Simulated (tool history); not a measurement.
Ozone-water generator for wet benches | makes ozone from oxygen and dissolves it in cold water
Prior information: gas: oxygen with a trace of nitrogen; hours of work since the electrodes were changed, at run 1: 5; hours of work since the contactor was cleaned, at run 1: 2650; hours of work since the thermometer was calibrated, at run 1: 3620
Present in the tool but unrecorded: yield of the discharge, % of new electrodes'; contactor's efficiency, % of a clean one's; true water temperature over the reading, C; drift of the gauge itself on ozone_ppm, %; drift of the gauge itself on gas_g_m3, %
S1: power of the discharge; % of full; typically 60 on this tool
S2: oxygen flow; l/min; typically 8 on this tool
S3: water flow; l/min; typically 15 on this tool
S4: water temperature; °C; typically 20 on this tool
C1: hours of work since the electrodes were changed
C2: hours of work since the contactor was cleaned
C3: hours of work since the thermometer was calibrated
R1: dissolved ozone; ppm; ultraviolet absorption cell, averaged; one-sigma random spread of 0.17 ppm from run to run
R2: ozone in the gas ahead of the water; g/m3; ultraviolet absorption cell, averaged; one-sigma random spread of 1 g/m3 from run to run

run 1 hour=0 | S1=60 S2=8 S3=15 S4=20 | C1=5 C2=2650 C3=3620 | R1=21 R2=177.5
run 2 hour=54.2 | S1=56 S2=8 S3=15 S4=20 | C1=53 C2=2699 C3=3669 | R1=20 R2=164.8
run 3 hour=120.7 | S1=56 S2=8 S3=15 S4=20 | C1=113 C2=2759 C3=3729 | R1=19.7 R2=166.9
run 4 hour=173.6 | S1=56 S2=8 S3=15 S4=20 | C1=161 C2=2807 C3=3777 | R1=19.4 R2=166.4
run 5 hour=218 | S1=56 S2=8 S3=15 S4=20 | C1=201 C2=2847 C3=3817 | R1=19.6 R2=166.4
run 6 hour=289.3 | S1=56 S2=8 S3=15 S4=20 | C1=265 C2=2911 C3=3881 | R1=19.8 R2=166.5
run 7 hour=324.9 | S1=60 S2=8 S3=15 S4=20 | C1=297 C2=2943 C3=3913 | R1=20.8 R2=177.1
run 8 hour=371.7 | S1=60 S2=8 S3=9 S4=20 | C1=340 C2=2985 C3=3956 | R1=28 R2=176.3
run 9 hour=436 | S1=60 S2=9.73 S3=15 S4=20 | C1=398 C2=3043 C3=4013 | R1=20.6 R2=164.3
run 10 hour=480.2 | S1=60 S2=5.4 S3=15 S4=20 | C1=437 C2=3083 C3=4053 | R1=20.5 R2=202.5
run 11 hour=532.2 | S1=60 S2=5.4 S3=15 S4=20 | C1=484 C2=3130 C3=4100 | R1=20.7 R2=203.9
run 12 hour=564.2 | S1=60 S2=5.4 S3=13 S4=18 | C1=513 C2=3159 C3=4129 | R1=23.4 R2=203.6
run 13 hour=595.2 | S1=60 S2=11.91 S3=13 S4=18 | C1=541 C2=3187 C3=4157 | R1=22.9 R2=150
run 14 hour=656.6 | S1=57 S2=8 S3=15 S4=17 | C1=596 C2=3242 C3=4212 | R1=21.1 R2=167.2
run 15 hour=701.1 | S1=41 S2=6.96 S3=10 S4=16 | C1=637 C2=3282 C3=4252 | R1=20.8 R2=131.1
run 16 hour=773.1 | S1=41 S2=6.96 S3=10 S4=16 | C1=701 C2=3347 C3=4317 | R1=20.8 R2=130
-- hour=776.9 water thermometer calibrated
run 17 hour=835.4 | S1=50 S2=10.79 S3=15 S4=27 | C1=757 C2=3403 C3=53 | R1=14.5 R2=132
run 18 hour=898.6 | S1=50 S2=10.4 S3=14 S4=27 | C1=814 C2=3460 C3=110 | R1=14.9 R2=134.1
run 19 hour=960.1 | S1=50 S2=10.4 S3=14 S4=27 | C1=870 C2=3515 C3=165 | R1=15.1 R2=134
-- hour=1020.5 water thermometer calibrated, once more
run 20 hour=1021.4 | S1=50 S2=10.81 S3=18 S4=27 | C1=924 C2=3570 C3=1 | R1=13 R2=131.5
run 21 hour=1071.5 | S1=45 S2=5.35 S3=17 S4=25 | C1=970 C2=3615 C3=46 | R1=12.9 R2=156.8
run 22 hour=1108.4 | S1=45 S2=11.47 S3=11 S4=25 | C1=1003 C2=3649 C3=79 | R1=16.1 R2=115.8

A few steps of R1 between consecutive runs. Split each: what settings, incoming material and random variation would produce without the hidden state, and what is left over for the hidden state, along with gauge scatter present in only one of the two compared results (measured, and without hidden state):
Run 7 -> 8: S3 15 -> 9. R1 +7.2 ppm: hidden state -0.3, all else +7.5.
Run 8 -> 9: S2 8 -> 9.73, S3 9 -> 15. R1 -7.4 ppm: hidden state +0.2, all else -7.6.
Run 11 -> 12: S3 15 -> 13, S4 20 -> 18. R1 +2.7 ppm: hidden state -0.3, all else +3.
